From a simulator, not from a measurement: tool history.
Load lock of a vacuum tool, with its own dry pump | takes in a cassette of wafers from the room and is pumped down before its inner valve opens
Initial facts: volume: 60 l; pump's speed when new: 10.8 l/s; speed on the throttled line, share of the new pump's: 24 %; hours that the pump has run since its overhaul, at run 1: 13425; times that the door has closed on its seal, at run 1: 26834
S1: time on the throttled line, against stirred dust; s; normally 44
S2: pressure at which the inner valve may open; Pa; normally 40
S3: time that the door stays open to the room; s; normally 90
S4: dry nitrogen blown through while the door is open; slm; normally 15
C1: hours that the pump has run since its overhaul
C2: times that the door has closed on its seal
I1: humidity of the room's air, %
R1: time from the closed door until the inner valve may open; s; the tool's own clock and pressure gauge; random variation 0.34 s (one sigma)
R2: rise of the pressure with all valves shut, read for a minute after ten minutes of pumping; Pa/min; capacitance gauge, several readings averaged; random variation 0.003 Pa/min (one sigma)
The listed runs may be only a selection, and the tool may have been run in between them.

run 1 hour=0.0 | S1=44 S2=40 S3=90 S4=15 | C1=13425 C2=26834 | I1=45.5 | R1=82.7 R2=0.091
run 2 hour=147.1 | S1=44 S2=40 S3=90 S4=15 | C1=13573 C2=27252 | I1=43.9 | R1=83.1 R2=0.086
run 3 hour=306.9 | S1=44 S2=40 S3=90 S4=15 | C1=13732 C2=27707 | I1=44.2 | R1=82.9 R2=0.089
run 4 hour=564.4 | S1=44 S2=40 S3=175 S4=15 | C1=13990 C2=28439 | I1=43.3 | R1=83.0 R2=0.109
run 5 hour=837.0 | S1=24 S2=40 S3=90 S4=15 | C1=14262 C2=29214 | I1=45.9 | R1=68.6 R2=0.100
run 6 hour=1002.4 | S1=23 S2=40 S3=90 S4=15 | C1=14428 C2=29685 | I1=41.7 | R1=68.0 R2=0.088
run 7 hour=1232.3 | S1=23 S2=40 S3=90 S4=15 | C1=14658 C2=30339 | I1=46.2 | R1=68.3 R2=0.099
run 8 hour=1425.4 | S1=23 S2=33 S3=90 S4=15 | C1=14851 C2=30888 | I1=49.7 | R1=69.6 R2=0.106
run 9 hour=1574.2 | S1=44 S2=48 S3=90 S4=15 | C1=15000 C2=31311 | I1=44.4 | R1=82.2 R2=0.104
run 10 hour=1742.7 | S1=44 S2=48 S3=90 S4=15 | C1=15168 C2=31791 | I1=46.0 | R1=81.7 R2=0.097
run 11 hour=1946.8 | S1=44 S2=48 S3=90 S4=15 | C1=15372 C2=32371 | I1=41.8 | R1=82.1 R2=0.101
run 12 hour=2088.1 | S1=44 S2=48 S3=90 S4=15 | C1=15514 C2=32773 | I1=46.3 | R1=82.1 R2=0.108
run 13 hour=2227.4 | S1=44 S2=48 S3=90 S4=15 | C1=15653 C2=33169 | I1=47.0 | R1=82.6 R2=0.106
run 14 hour=2407.7 | S1=44 S2=48 S3=90 S4=15 | C1=15833 C2=33682 | I1=45.4 | R1=82.9 R2=0.106
run 15 hour=2642.3 | S1=44 S2=48 S3=90 S4=15 | C1=16068 C2=34350 | I1=41.9 | R1=82.5 R2=0.107
run 16 hour=2860.6 | S1=44 S2=48 S3=90 S4=15 | C1=16286 C2=34970 | I1=45.3 | R1=83.6 R2=0.112
run 17 hour=3056.1 | S1=44 S2=48 S3=90 S4=15 | C1=16482 C2=35527 | I1=45.6 | R1=83.1 R2=0.116
run 18 hour=3231.8 | S1=44 S2=40 S3=90 S4=15 | C1=16657 C2=36026 | I1=42.1 | R1=84.2 R2=0.116
run 19 hour=3399.5 | S1=44 S2=40 S3=135 S4=15 | C1=16825 C2=36503 | I1=47.8 | R1=83.8 R2=0.128
run 20 hour=3591.2 | S1=44 S2=40 S3=135 S4=15 | C1=17017 C2=37049 | I1=44.9 | R1=84.1 R2=0.126
run 21 hour=3825.4 | S1=26 S2=40 S3=60 S4=15 | C1=17251 C2=37715 | I1=43.4 | R1=71.4 R2=0.107
run 22 hour=3954.2 | S1=44 S2=73 S3=90 S4=23 | C1=17380 C2=38081 | I1=48.1 | R1=80.6 R2=0.120
run 23 hour=4179.2 | S1=53 S2=53 S3=59 S4=12 | C1=17605 C2=38721 | I1=42.0 | R1=89.0 R2=0.116
run 24 hour=4293.3 | S1=53 S2=53 S3=59 S4=12 | C1=17719 C2=39046 | I1=46.7 | R1=88.5 R2=0.113
run 25 hour=4542.8 | S1=48 S2=44 S3=177 S4=5 | C1=17968 C2=39756 | I1=44.6 | R1=86.5 R2=0.160
run 26 hour=4735.8 | S1=48 S2=44 S3=177 S4=5 | C1=18161 C2=40304 | I1=44.6 | R1=87.0 R2=0.155
run 27 hour=4989.8 | S1=44 S2=40 S3=90 S4=4 | C1=18415 C2=41027 | I1=44.6 | R1=84.8 R2=0.140
run 28 hour=5140.9 | S1=44 S2=31 S3=44 S4=18 | C1=18566 C2=41457 | I1=46.8 | R1=86.4 R2=0.117
run 29 hour=5362.4 | S1=44 S2=31 S3=44 S4=18 | C1=18788 C2=42087 | I1=44.4 | R1=86.8 R2=0.118
run 30 hour=5499.3 | S1=44 S2=40 S3=184 S4=8 | C1=18925 C2=42476 | I1=46.1 | R1=85.2 R2=0.161
run 31 hour=5693.1 | S1=44 S2=41 S3=133 S4=10 | C1=19119 C2=43028 | I1=45.2 | R1=84.3 R2=0.153
run 32 hour=5837.0 | S1=77 S2=34 S3=90 S4=15 | C1=19262 C2=43437 | I1=47.0 | R1=109.3 R2=0.136
run 33 hour=5979.6 | S1=77 S2=34 S3=90 S4=15 | C1=19405 C2=43843 | I1=45.9 | R1=110.3 R2=0.140
run 34 hour=6123.1 | S1=64 S2=66 S3=67 S4=6 | C1=19549 C2=44251 | I1=42.7 | R1=95.7 R2=0.140
run 35 hour=6371.1 | S1=44 S2=76 S3=61 S4=15 | C1=19797 C2=44956 | I1=45.8 | R1=81.2 R2=0.135
-- hour=6399.2 dry pump taken out, an overhauled one fitted
run 36 hour=6616.0 | S1=44 S2=76 S3=61 S4=15 | C1=217 C2=45635 | I1=45.7 | R1=73.1 R2=0.140
run 37 hour=6745.5 | S1=44 S2=76 S3=69 S4=15 | C1=346 C2=46004 | I1=44.9 | R1=73.7 R2=0.141

Measured minus without-hidden-state, run by run (identical run-to-run variation in each term; gauge scatter may differ):
Hidden conditions of the tool in this case: pump's speed, % of a new pump's; leak at the door's seal, Pa l/s; drift of the gauge itself on ready_s, %; drift of the gauge itself on rise_pa_min, %.
run=1 R1=+5.5 R2=+0.046
run=2 R1=+5.6 R2=+0.048
run=3 R1=+5.6 R2=+0.049
run=4 R1=+5.7 R2=+0.051
run=5 R1=+6.5 R2=+0.052
run=6 R1=+6.6 R2=+0.054
run=7 R1=+6.8 R2=+0.056
run=8 R1=+7.0 R2=+0.057
run=9 R1=+5.9 R2=+0.059
run=10 R1=+5.9 R2=+0.058
run=11 R1=+6.0 R2=+0.061
run=12 R1=+6.1 R2=+0.063
run=13 R1=+6.1 R2=+0.064
run=14 R1=+6.3 R2=+0.065
run=15 R1=+6.3 R2=+0.067
run=16 R1=+6.5 R2=+0.069
run=17 R1=+6.5 R2=+0.070
run=18 R1=+6.9 R2=+0.073
run=19 R1=+6.9 R2=+0.072
run=20 R1=+7.0 R2=+0.074
run=21 R1=+8.0 R2=+0.076
run=22 R1=+6.4 R2=+0.078
run=23 R1=+6.4 R2=+0.081
run=24 R1=+6.4 R2=+0.081
run=25 R1=+7.0 R2=+0.084
run=26 R1=+7.1 R2=+0.084
run=27 R1=+7.7 R2=+0.087
run=28 R1=+7.9 R2=+0.088
run=29 R1=+8.1 R2=+0.091
run=30 R1=+7.9 R2=+0.092
run=31 R1=+7.7 R2=+0.095
run=32 R1=+6.3 R2=+0.095
run=33 R1=+6.4 R2=+0.096
run=34 R1=+6.2 R2=+0.097
run=35 R1=+7.3 R2=+0.099
run=36 R1=-0.3 R2=+0.103
run=37 R1=-0.2 R2=+0.104
